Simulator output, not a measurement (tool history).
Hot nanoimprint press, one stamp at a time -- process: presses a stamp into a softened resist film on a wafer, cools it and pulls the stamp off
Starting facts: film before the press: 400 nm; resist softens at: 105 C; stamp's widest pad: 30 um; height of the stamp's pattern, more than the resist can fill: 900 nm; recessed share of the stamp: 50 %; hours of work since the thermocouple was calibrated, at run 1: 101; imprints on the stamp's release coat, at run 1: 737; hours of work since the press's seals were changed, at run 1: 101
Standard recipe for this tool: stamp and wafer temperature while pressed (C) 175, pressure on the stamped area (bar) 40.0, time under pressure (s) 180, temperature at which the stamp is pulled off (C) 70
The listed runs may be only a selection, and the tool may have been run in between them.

run	hour	stamp and wafer temperature while pressed (C)	pressure on the stamped area (bar)	time under pressure (s)	temperature at which the stamp is pulled off (C)	hours of work since the thermocouple was calibrated	imprints on the stamp's release coat	hours of work since the press's seals were changed	resist left under the stamp's widest pad (angstrom)	greatest force while the stamp is pulled off (N)
1	0.0	175	40.0	180	70	101	737	101	1449	108
2	41.3	175	40.0	180	70	134	896	134	1430	106
3	83.2	175	60.2	180	70	167	1057	167	1147	118
4	118.1	175	60.2	180	70	195	1191	195	1161	115
5	159.0	175	60.2	180	70	227	1349	227	1154	121
6	200.4	175	60.2	100	70	260	1508	260	1415	119
# hour 232.7: stamp cleaned and given a new release coat
7	233.4	175	40.0	180	70	282	3	282	1485	100
8	268.6	175	40.0	180	70	309	139	309	1484	101
9	303.5	175	40.0	180	70	337	273	337	1508	109
10	328.6	175	40.0	180	70	357	370	357	1494	106
11	366.1	185	40.0	180	70	387	514	387	1182	108
12	405.1	175	29.1	180	70	417	664	417	1834	111
13	424.3	175	29.1	258	70	433	738	433	1622	108
14	457.7	175	29.1	258	70	459	866	459	1643	116
15	486.6	181	29.1	258	70	482	978	482	1416	115
16	520.9	167	24.7	258	70	509	1110	509	2241	120
# hour 544.7: plate thermocouple calibrated
# hour 560.0: press's hydraulic seals changed and the load cell set to zero
17	566.4	167	24.7	258	70	11	1242	5	2059	111
18	586.3	185	34.2	93	70	27	1319	21	1535	118
19	613.6	175	40.0	189	70	48	1424	42	1405	118
20	635.7	175	40.0	189	70	66	1509	60	1408	112
21	654.2	175	40.0	189	70	80	1580	75	1418	116
# hour 668.6: stamp cleaned and given a new release coat
22	698.4	176	43.1	110	65	111	114	105	1590	109
23	742.2	167	36.2	201	56	145	283	140	1844	132
24	787.1	171	36.2	323	56	181	456	175	1426	132
25	821.6	187	28.0	102	78	208	589	202	1636	89
26	855.2	175	38.9	180	66	235	718	229	1500	121
27	881.8	175	33.6	182	66	256	820	250	1633	119
28	906.3	164	33.6	90	73	275	915	269	2649	106
29	927.1	187	52.8	263	70	292	995	286	808	115
30	956.7	183	52.8	263	74	315	1109	309	893	104

3 options for the next run, each taken on its own from the tool as it stands now. Forecast them:
A	1001.9	179	29.5	242	70	351	1283	345	?	?
B	1001.9	175	40.0	180	64	351	1283	345	?	?
C	1001.9	171	40.0	180	69	351	1283	345	?	?

run	resist left under the stamp's widest pad (angstrom)	greatest force while the stamp is pulled off (N)
A	1451	120
B	1500	142
C	1681	120
Had the tool no hidden state, the same runs would have come out as:
run	resist left under the stamp's widest pad (angstrom)	greatest force while the stamp is pulled off (N)
A	1387	99
B	1426	117
C	1598	98
